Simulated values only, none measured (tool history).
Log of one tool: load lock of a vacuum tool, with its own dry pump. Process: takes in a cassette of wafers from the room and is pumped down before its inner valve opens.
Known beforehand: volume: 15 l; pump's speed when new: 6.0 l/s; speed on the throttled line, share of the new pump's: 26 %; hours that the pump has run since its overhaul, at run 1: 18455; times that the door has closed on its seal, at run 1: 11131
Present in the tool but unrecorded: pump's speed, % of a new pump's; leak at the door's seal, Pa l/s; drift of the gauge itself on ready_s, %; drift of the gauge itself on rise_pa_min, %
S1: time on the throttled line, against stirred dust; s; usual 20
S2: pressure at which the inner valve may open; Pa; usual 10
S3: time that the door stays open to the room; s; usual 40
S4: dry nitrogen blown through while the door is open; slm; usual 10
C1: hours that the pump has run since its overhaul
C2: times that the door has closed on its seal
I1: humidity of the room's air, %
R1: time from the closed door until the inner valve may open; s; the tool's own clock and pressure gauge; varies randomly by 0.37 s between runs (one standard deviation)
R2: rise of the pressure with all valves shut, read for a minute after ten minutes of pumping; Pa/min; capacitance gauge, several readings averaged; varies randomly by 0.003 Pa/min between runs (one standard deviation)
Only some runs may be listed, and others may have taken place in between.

Run 1, hour 0: usual settings; C1 18455; C2 11131; I1 45.9. Result: R1 42.3 s, R2 0.067 Pa/min.
Run 2, hour 199.5: usual settings; C1 18654; C2 11356; I1 45.1. Result: R1 42.1 s, R2 0.068 Pa/min.
Run 3, hour 462.6: usual settings but S1 34 s; C1 18918; C2 11654; I1 51.2. Result: R1 51.8 s, R2 0.073 Pa/min.
Run 4, hour 668: usual settings but S1 21 s; C1 19123; C2 11886; I1 45.9. Result: R1 42.9 s, R2 0.066 Pa/min.
Run 5, hour 952.3: usual settings but S1 21 s, S3 32 s; C1 19407; C2 12207; I1 43.5. Result: R1 43 s, R2 0.061 Pa/min.
Run 6, hour 1144.3: usual settings but S1 21 s, S2 12 Pa, S3 32 s; C1 19599; C2 12424; I1 45. Result: R1 42.5 s, R2 0.065 Pa/min.
Run 7, hour 1411.3: usual settings but S3 75 s; C1 19866; C2 12725; I1 45.2. Result: R1 42.4 s, R2 0.087 Pa/min.
Run 8, hour 1588.4: usual settings but S3 75 s; C1 20043; C2 12925; I1 44.7. Result: R1 42.6 s, R2 0.091 Pa/min.
Run 9, hour 1746.5: usual settings but S3 75 s; C1 20201; C2 13104; I1 41.9. Result: R1 42.9 s, R2 0.09 Pa/min.
Run 10, hour 2058.6: usual settings but S3 75 s; C1 20514; C2 13457; I1 44.1. Result: R1 42.7 s, R2 0.089 Pa/min.
Run 11, hour 2304.3: usual settings but S1 13 s, S3 196 s, S4 4 slm; C1 20759; C2 13734; I1 44.3. Result: R1 37.7 s, R2 0.188 Pa/min.
Run 12, hour 2495.9: usual settings but S1 13 s, S2 18 Pa, S3 125 s, S4 4 slm; C1 20951; C2 13951; I1 43.7. Result: R1 36.3 s, R2 0.148 Pa/min.
Run 13, hour 2731.2: usual settings but S1 13 s, S2 18 Pa, S3 125 s, S4 4 slm; C1 21186; C2 14217; I1 42.6. Result: R1 35.8 s, R2 0.135 Pa/min.
Run 14, hour 2946.2: usual settings but S2 16 Pa, S3 60 s; C1 21401; C2 14459; I1 42.2. Result: R1 41 s, R2 0.085 Pa/min.
Run 15, hour 3155.1: usual settings but S1 16 s, S2 16 Pa, S3 60 s, S4 19 slm; C1 21610; C2 14695; I1 43.5. Result: R1 39.4 s, R2 0.073 Pa/min.
Run 16, hour 3437.9: usual settings but S1 24 s, S2 12 Pa, S3 31 s, S4 22 slm; C1 21893; C2 15015; I1 45.1. Result: R1 44.7 s, R2 0.063 Pa/min.
Run 17, hour 3648.1: usual settings but S1 24 s, S2 12 Pa, S3 31 s, S4 22 slm; C1 22103; C2 15252; I1 43.4. Result: R1 44.5 s, R2 0.065 Pa/min.
Run 18, hour 3829.2: usual settings but S1 24 s, S2 12 Pa, S3 31 s, S4 22 slm; C1 22284; C2 15457; I1 43.1. Result: R1 45.4 s, R2 0.064 Pa/min.

Below, each run's measurement less what the same run would have read without the hidden state. Both values contain the same run-to-run variation, but the gauge's scatter may not be the same in both:
run    R1      R2
  1    +4  +0.027
  2    +4  +0.028
  3  +3.3  +0.028
  4    +4  +0.029
  5    +4   +0.03
  6  +4.1   +0.03
  7  +4.4  +0.031
  8  +4.4  +0.032
  9  +4.4  +0.032
 10  +4.5  +0.033
 11    +5  +0.034
 12  +4.7  +0.035
 13  +4.7  +0.035
 14  +4.4  +0.037
 15  +4.6  +0.036
 16  +4.4  +0.038
 17  +4.4  +0.039
 18  +4.4   +0.04

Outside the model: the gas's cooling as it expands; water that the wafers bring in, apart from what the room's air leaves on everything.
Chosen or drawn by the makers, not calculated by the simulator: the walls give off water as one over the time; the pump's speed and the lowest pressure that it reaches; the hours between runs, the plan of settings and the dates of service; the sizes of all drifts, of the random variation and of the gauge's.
